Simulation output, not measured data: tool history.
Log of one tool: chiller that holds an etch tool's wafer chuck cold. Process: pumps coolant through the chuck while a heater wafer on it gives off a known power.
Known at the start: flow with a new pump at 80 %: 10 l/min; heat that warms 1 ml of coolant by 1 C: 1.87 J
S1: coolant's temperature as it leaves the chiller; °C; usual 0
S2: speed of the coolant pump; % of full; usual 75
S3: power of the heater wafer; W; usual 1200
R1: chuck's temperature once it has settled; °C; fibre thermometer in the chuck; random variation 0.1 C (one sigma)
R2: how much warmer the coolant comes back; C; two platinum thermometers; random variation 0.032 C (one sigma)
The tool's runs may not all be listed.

run 1 hour=0 | S1=0 S2=75 S3=1200 | R1=16.9 R2=4.17
run 2 hour=21.1 | S1=0 S2=75 S3=1200 | R1=17.1 R2=4.2
run 3 hour=49.8 | S1=0 S2=75 S3=1200 | R1=17.1 R2=4.12
run 4 hour=79.6 | S1=0 S2=75 S3=1200 | R1=17.2 R2=4.18
run 5 hour=102.4 | S1=0 S2=75 S3=1200 | R1=17.2 R2=4.16
run 6 hour=143.8 | S1=0 S2=75 S3=1200 | R1=17.1 R2=4.17
run 7 hour=183.4 | S1=0 S2=75 S3=1200 | R1=17.2 R2=4.23
run 8 hour=229.7 | S1=0 S2=75 S3=796 | R1=11.5 R2=2.74
run 9 hour=271.5 | S1=0 S2=75 S3=796 | R1=11.5 R2=2.77
run 10 hour=302.9 | S1=0 S2=75 S3=1200 | R1=17.5 R2=4.17
run 11 hour=329.3 | S1=0 S2=75 S3=1200 | R1=17.4 R2=4.2
run 12 hour=369.4 | S1=0 S2=75 S3=1200 | R1=17.4 R2=4.18
run 13 hour=412.1 | S1=1 S2=75 S3=1200 | R1=18.3 R2=4.23
run 14 hour=454.8 | S1=1 S2=75 S3=1200 | R1=18.3 R2=4.18
run 15 hour=475.6 | S1=1 S2=93 S3=1200 | R1=16.2 R2=3.37
run 16 hour=503.4 | S1=-7 S2=93 S3=877 | R1=4 R2=2.52
run 17 hour=523.7 | S1=-7 S2=85 S3=877 | R1=4.8 R2=2.75
run 18 hour=557.4 | S1=-10 S2=85 S3=1469 | R1=9.7 R2=4.56
run 19 hour=607 | S1=0 S2=85 S3=1132 | R1=15.5 R2=3.45
run 20 hour=653.4 | S1=0 S2=73 S3=1639 | R1=24.3 R2=5.91
run 21 hour=700.6 | S1=0 S2=73 S3=1639 | R1=24.2 R2=5.9
run 22 hour=722.7 | S1=0 S2=73 S3=831 | R1=12.4 R2=3
run 23 hour=760.7 | S1=0 S2=63 S3=722 | R1=11.7 R2=2.97
run 24 hour=793 | S1=0 S2=63 S3=722 | R1=12 R2=2.96
run 25 hour=826.9 | S1=-3 S2=75 S3=1388 | R1=17.5 R2=4.83
run 26 hour=876.6 | S1=0 S2=77 S3=1649 | R1=23.7 R2=5.68
run 27 hour=913.8 | S1=0 S2=77 S3=1649 | R1=23.8 R2=5.69

4 ways to go on from here, each from the tool as it stands after run 27. What would each give?
run A hour=946.6 | S1=-9 S2=65 S3=1071 | R1=? R2=?
run B hour=946.6 | S1=0 S2=77 S3=851 | R1=? R2=?
run C hour=946.6 | S1=-10 S2=75 S3=1782 | R1=? R2=?
run D hour=946.6 | S1=5 S2=84 S3=719 | R1=? R2=?

run=A R1=8.3 R2=4.35
run=B R1=12.4 R2=2.98
run=C R1=16.4 R2=6.35
run=D R1=15 R2=2.27
Without the tool's hidden state the same runs would have given:
run=A R1=4.6 R2=4.21
run=B R1=9.7 R2=2.89
run=C R1=10.8 R2=6.15
run=D R1=12.8 R2=2.2
